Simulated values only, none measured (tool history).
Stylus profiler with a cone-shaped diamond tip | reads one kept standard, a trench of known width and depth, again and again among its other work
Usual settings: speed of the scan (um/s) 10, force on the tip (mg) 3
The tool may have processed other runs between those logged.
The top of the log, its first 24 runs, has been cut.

| run | hour | speed of the scan (um/s) | force on the tip (mg) | scans with this tip | hours of work since the height scale was calibrated | depth of the trench (Å) | width of the trench's floor (um) |
|---|---|---|---|---|---|---|---|
| 25 | 1916.8 | 8 | 3 | 4181 | 417 | 10084.1 | 12.97 |
| 26 | 2012.8 | 8 | 2.05 | 4749 | 473 | 10073.5 | 12.87 |
| 27 | 2121.4 | 5 | 2.6 | 5392 | 538 | 10086.7 | 12.75 |
| 28 | 2184.7 | 33 | 2.19 | 5767 | 575 | 10080.9 | 12.54 |
| 29 | 2260.8 | 26 | 2.19 | 6217 | 620 | 10077.1 | 12.43 |
| 30 | 2333 | 26 | 2.19 | 6645 | 662 | 10082.5 | 12.36 |
| 31 | 2410.9 | 26 | 2.19 | 7106 | 708 | 10087.6 | 12.25 |
| 32 | 2472.9 | 26 | 2.19 | 7473 | 745 | 10088.7 | 12.26 |
| 33 | 2572.5 | 3 | 2.34 | 8063 | 804 | 10094.1 | 12.2 |
| 34 | 2654 | 3 | 2.34 | 8546 | 852 | 10096 | 12.14 |
| 35 | 2723.4 | 3 | 2.34 | 8956 | 893 | 10097.5 | 12.12 |
| 36 | 2813.9 | 3 | 2.34 | 9492 | 946 | 10100.4 | 11.96 |
| 37 | 2908.4 | 16 | 2.34 | 10052 | 1002 | 10103.6 | 11.83 |
| 38 | 2985.3 | 3 | 3.77 | 10507 | 1047 | 10125.1 | 11.82 |
| 39 | 3067.5 | 3 | 3.77 | 10994 | 1096 | 10124.3 | 11.7 |
| 40 | 3153.9 | 3 | 3.77 | 11505 | 1147 | 10131.3 | 11.59 |
| 41 | 3203 | 4 | 2.94 | 11796 | 1176 | 10120 | 11.58 |
| 42 | 3303.4 | 6 | 3.25 | 12390 | 1235 | 10124.9 | 11.44 |
| 43 | 3397.8 | 3 | 2.03 | 12950 | 1291 | 10109.1 | 11.4 |
| 44 | 3492.2 | 3 | 2.6 | 13508 | 1347 | 10121.4 | 11.34 |
| 45 | 3614.2 | 29 | 4.54 | 14230 | 1419 | 10148.3 | 11.09 |
| 46 | 3669.2 | 4 | 5.06 | 14556 | 1451 | 10164.2 | 11.18 |
| 47 | 3735.8 | 39 | 5.06 | 14951 | 1490 | 10161.5 | 10.94 |

Branching from run 47: 3 alternative next runs. What would each branch give?
| A | 3789.2 | 3 | 4.51 | 15267 | 1522 | ? | ? |
| B | 3789.2 | 19 | 1.8 | 15267 | 1522 | ? | ? |
| C | 3789.2 | 7 | 6.9 | 15267 | 1522 | ? | ? |

| run | depth of the trench (Å) | width of the trench's floor (um) |
|---|---|---|
| A | 10157.1 | 11.11 |
| B | 10118.2 | 10.89 |
| C | 10188.9 | 11.01 |
Without the tool's hidden state the same runs would have given:
| run | depth of the trench (Å) | width of the trench's floor (um) |
|---|---|---|
| A | 10090.4 | 14.04 |
| B | 10051.8 | 13.83 |
| C | 10122 | 13.95 |
